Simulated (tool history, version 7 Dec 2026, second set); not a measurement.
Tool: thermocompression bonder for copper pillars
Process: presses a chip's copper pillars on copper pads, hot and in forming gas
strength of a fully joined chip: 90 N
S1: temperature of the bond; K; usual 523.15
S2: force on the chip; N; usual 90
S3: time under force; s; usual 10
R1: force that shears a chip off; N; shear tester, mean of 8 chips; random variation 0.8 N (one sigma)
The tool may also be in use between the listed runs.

run    hour      S1   S2  S3    R1
  1       0  523.15   90  10  66.1
       42.3  -- forming gas filter changed
  2    43.5  523.15   90  18  77.6
  3   103.9  523.15   90  18  75.1
  4   176.6  523.15   90  18  72.4
      197.2  -- forming gas filter changed
  5     219  523.15   90  18  76.1
  6   287.9  523.15   90  18  75.5
      349.2  -- forming gas filter changed
  7   367.8  523.15   90  18  77.9
  8     418  523.15   90  12  70.4
        433  -- heater calibrated with a thermocouple chip
      500.6  -- forming gas filter changed
  9   512.3  523.15   90  10  67.5
 10   603.8  523.15   90  10  65.1
      654.2  -- forming gas filter changed
 11   658.1  523.15   90  10  69.4
 12   722.5  523.15   90  10  65.8
 13   775.4  549.15   90  10  73.5
      806.5  -- forming gas filter changed
 14   826.9  549.15   90  10  82.3
 15     898  549.15   90  11  78.1
      960.8  -- forming gas filter changed
 16   960.8  501.15   90  14  64.4
 17  1025.4  501.15   99   9  57.9
 18  1094.6  552.15  119   7  77.5
     1113.9  -- forming gas filter changed
 19  1140.3  538.15  119   7    77
 20  1214.3  534.15   57  14  67.9
     1268.3  -- forming gas filter changed
 21  1293.5  523.15   95   7  66.5
     1312.2  -- heater calibrated with a thermocouple chip
 22  1346.2  493.15   60  23  50.7
 23  1387.3  493.15   60   6  30.9
     1421.3  -- forming gas filter changed
 24    1469  493.15   60   6  33.1
     1527.7  -- force cell calibrated
 25  1538.7  523.15  126   7  64.8
     1579.2  -- forming gas filter changed
 26  1598.7  523.15  126   7  69.4
 27  1649.4  496.15  126   5    49
 28  1689.5  531.15  103   9  69.8
     1731.7  -- forming gas filter changed
 29  1742.4  531.15   59   6    53

Hidden state or all else? Some run-to-run changes of R1, split into what the settings, what came in and random variation would give without the hidden state, and what is left for the hidden state (with any gauge scatter that isn't in both results):
The hidden state here: true temperature of the bond over the reading, C; force that reaches the chip, % of what is set; oxide that the forming gas leaves, % of the face; drift of the gauge itself on shear_n, %.
Run 15 -> 16: S1 549.15 -> 501.15, S3 11 -> 14, forming gas filter changed. R1 -13.7 N: hidden state +6.3, all else -20.
Run 17 -> 18: S1 501.15 -> 552.15, S2 99 -> 119, S3 9 -> 7. R1 +19.6 N: hidden state -6.5, all else +26.1.
Run 24 -> 25: S1 493.15 -> 523.15, S2 60 -> 126, S3 6 -> 7, force cell calibrated. R1 +31.7 N: hidden state -5.4, all else +37.1.
Run 27 -> 28: S1 496.15 -> 531.15, S2 126 -> 103, S3 5 -> 9. R1 +20.8 N: hidden state -3, all else +23.8.
